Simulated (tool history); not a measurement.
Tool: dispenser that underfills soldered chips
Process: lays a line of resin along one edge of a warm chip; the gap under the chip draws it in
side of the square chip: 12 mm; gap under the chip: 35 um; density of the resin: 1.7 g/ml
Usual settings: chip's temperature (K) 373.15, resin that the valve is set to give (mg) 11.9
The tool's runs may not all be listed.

run   hour  chip's temperature (K)  resin that the valve is set to give (mg)  time until the resin shows at the far edge (s)  resin that the valve gave (mg)
  1      0                  373.15                                      11.9                                           300.5                           11.16
  2    5.9                  373.15                                      11.9                                           411.8                           11.13
  3    8.8                  373.15                                      10.5                                           519.3                            9.84
       9.8  -- new syringe of resin
  4     13                  373.15                                      10.5                                           295.2                            9.81
      17.2  -- dispensing valve cleaned and set on the balance
  5   17.5                  373.15                                      10.5                                           346.8                           10.49
  6   20.3                  373.15                                      11.9                                           394.4                           11.83
  7     23                  373.15                                      11.9                                             460                           11.91
      24.9  -- new syringe of resin
  8   27.3                  373.15                                      11.9                                           263.1                           11.85
  9   30.1                  373.15                                      11.9                                           304.1                           11.79
 10   33.1                  373.15                                      11.9                                           363.2                           11.87
 11   36.7                  373.15                                      10.3                                           460.6                           10.12
      39.3  -- new syringe of resin
 12   42.9                  373.15                                      11.9                                           286.4                           11.64
 13   46.8                  373.15                                      11.9                                           358.3                           11.78
 14   50.6                  376.15                                      12.2                                           394.2                           11.96
      53.7  -- new syringe of resin
 15   57.2                  386.15                                      10.6                                           199.8                           10.37
 16   61.8                  386.15                                      10.6                                           252.3                           10.26
 17   65.3                  368.15                                      11.9                                           526.8                           11.52
      68.1  -- new syringe of resin
 18   69.3                  371.15                                      11.4                                           272.5                           10.93
 19   75.5                  371.15                                      11.4                                           380.7                           11.07
 20   78.8                  375.15                                      13.3                                           393.3                           12.79
      82.1  -- new syringe of resin
 21   85.4                  370.15                                        15                                           292.5                           14.32
 22   88.1                  370.15                                        15                                           341.3                           14.27
 23     92                  370.15                                        15                                           425.6                           14.42
      96.3  -- new syringe of resin
 24   98.6                  382.15                                      12.9                                           200.2                           12.19
 25  103.4                  361.15                                      12.4                                           503.9                           11.76
 26  106.9                  365.15                                      10.9                                           579.4                           10.23

Forecast each of these 5 alternatives for the next run:
  A   110                  370.15                                        14                                               ?                               ?
  B   110                  385.15                                      11.9                                               ?                               ?
  C   110                  367.15                                      13.9                                               ?                               ?
  D   110                  373.15                                      13.2                                               ?                               ?
  E   110                  361.15                                      14.9                                               ?                               ?

run  time until the resin shows at the far edge (s)  resin that the valve gave (mg)
  A                                           533.5                           13.26
  B                                           351.3                           11.21
  C                                           602.6                           12.91
  D                                           502.4                           12.55
  E                                           723.8                           14.02
Without the tool's hidden state the same runs would have given:
run  time until the resin shows at the far edge (s)  resin that the valve gave (mg)
  A                                           249.2                           14.14
  B                                           162.5                           11.95
  C                                             282                           13.77
  D                                           234.4                           13.37
  E                                           339.7                           14.95
